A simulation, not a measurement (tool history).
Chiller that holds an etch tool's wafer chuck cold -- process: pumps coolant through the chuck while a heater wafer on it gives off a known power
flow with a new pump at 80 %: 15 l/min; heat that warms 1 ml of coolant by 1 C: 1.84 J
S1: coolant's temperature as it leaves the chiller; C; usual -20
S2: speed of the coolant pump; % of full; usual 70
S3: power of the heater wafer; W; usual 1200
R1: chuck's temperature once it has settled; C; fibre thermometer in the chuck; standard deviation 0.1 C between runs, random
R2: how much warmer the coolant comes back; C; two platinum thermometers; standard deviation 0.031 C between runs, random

run 1 hour=0 | S1=-20 S2=70 S3=1200 | R1=-9.2 R2=3.16
run 2 hour=61.1 | S1=-20 S2=70 S3=1200 | R1=-9.1 R2=3.07
run 3 hour=128.4 | S1=-20 S2=70 S3=1200 | R1=-9 R2=3.13
run 4 hour=199.5 | S1=-20 S2=70 S3=1200 | R1=-8.9 R2=3.21
run 5 hour=251.1 | S1=-20 S2=70 S3=1200 | R1=-8.9 R2=3.15
-- hour=259.2 chiller's thermometer calibrated
run 6 hour=298.2 | S1=-21 S2=70 S3=1200 | R1=-10 R2=3.11
run 7 hour=365.2 | S1=-21 S2=70 S3=1200 | R1=-10 R2=3.17
run 8 hour=428.6 | S1=-12 S2=61 S3=1200 | R1=0.4 R2=3.73
run 9 hour=485.4 | S1=-23 S2=97 S3=1200 | R1=-14.6 R2=2.22
run 10 hour=570.2 | S1=-25 S2=82 S3=1374 | R1=-13.8 R2=3.07
-- hour=645.8 chiller's thermometer calibrated, once more
run 11 hour=645.8 | S1=-20 S2=85 S3=1040 | R1=-11.3 R2=2.16
run 12 hour=734.3 | S1=-20 S2=85 S3=1040 | R1=-11.5 R2=2.23

Here are 4 independent what-if runs from the current tool condition. What would each one return?
run A hour=785.7 | S1=-24 S2=60 S3=1422 | R1=? R2=?
run B hour=785.7 | S1=-20 S2=85 S3=1225 | R1=? R2=?
run C hour=785.7 | S1=-17 S2=93 S3=1199 | R1=? R2=?
run D hour=785.7 | S1=-12 S2=77 S3=1200 | R1=? R2=?

run=A R1=-8.8 R2=4.5
run=B R1=-10.1 R2=2.59
run=C R1=-8 R2=2.33
run=D R1=-1.5 R2=2.87
What these runs would have given with no unlogged condition in the tool:
run=A R1=-10.7 R2=4.27
run=B R1=-11.4 R2=2.46
run=C R1=-9.1 R2=2.22
run=D R1=-2.8 R2=2.73
